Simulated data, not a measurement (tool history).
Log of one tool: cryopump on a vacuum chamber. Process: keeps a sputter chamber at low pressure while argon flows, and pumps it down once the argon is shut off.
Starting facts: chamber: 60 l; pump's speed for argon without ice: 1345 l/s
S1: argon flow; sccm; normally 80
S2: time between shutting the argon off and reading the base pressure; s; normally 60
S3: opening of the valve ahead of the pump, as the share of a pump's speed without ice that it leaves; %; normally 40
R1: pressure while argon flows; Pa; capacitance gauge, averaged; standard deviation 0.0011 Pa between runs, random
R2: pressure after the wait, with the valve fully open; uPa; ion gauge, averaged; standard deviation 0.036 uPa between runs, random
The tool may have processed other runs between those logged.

run   hour  S1   S2  S3      R1    R2
  1      0  80   60  40  0.2636  2.55
  2   46.3  80   60  40   0.265  2.51
  3  101.4  80   60  40  0.2672  2.54
  4  169.5  80   60  40  0.2682  2.55
  5  213.7  80   60  40  0.2699  2.54
  6  281.1  80   60  40  0.2702  2.68
  7  314.2  80   60  40  0.2723  2.67
  8    381  80  157  31   0.347  1.59
  9  445.7  79  157  29  0.3641  1.63
 10  475.3  60   35  40  0.2069     4
 11  503.9  60   35  40   0.206  4.13
 12  561.7  80  276  40  0.2765  1.42
 13  626.7  80   60  38  0.2889  2.82
 14    684  61   33  18  0.4501  4.34

Forecast each of these 3 alternatives for the next run:
  A  753.3   61  31  18   ?   ?
  B  753.3   49  60  36   ?   ?
  C  753.3  104  95  37   ?   ?

run      R1    R2
  A  0.4498   4.6
  B  0.1902  2.89
  C  0.3961  2.25
The same runs, with their run-to-run variation unchanged, on a tool lacking any hidden condition would have given:
run      R1    R2
  A  0.4267  3.66
  B  0.1716  1.96
  C  0.3564  1.34
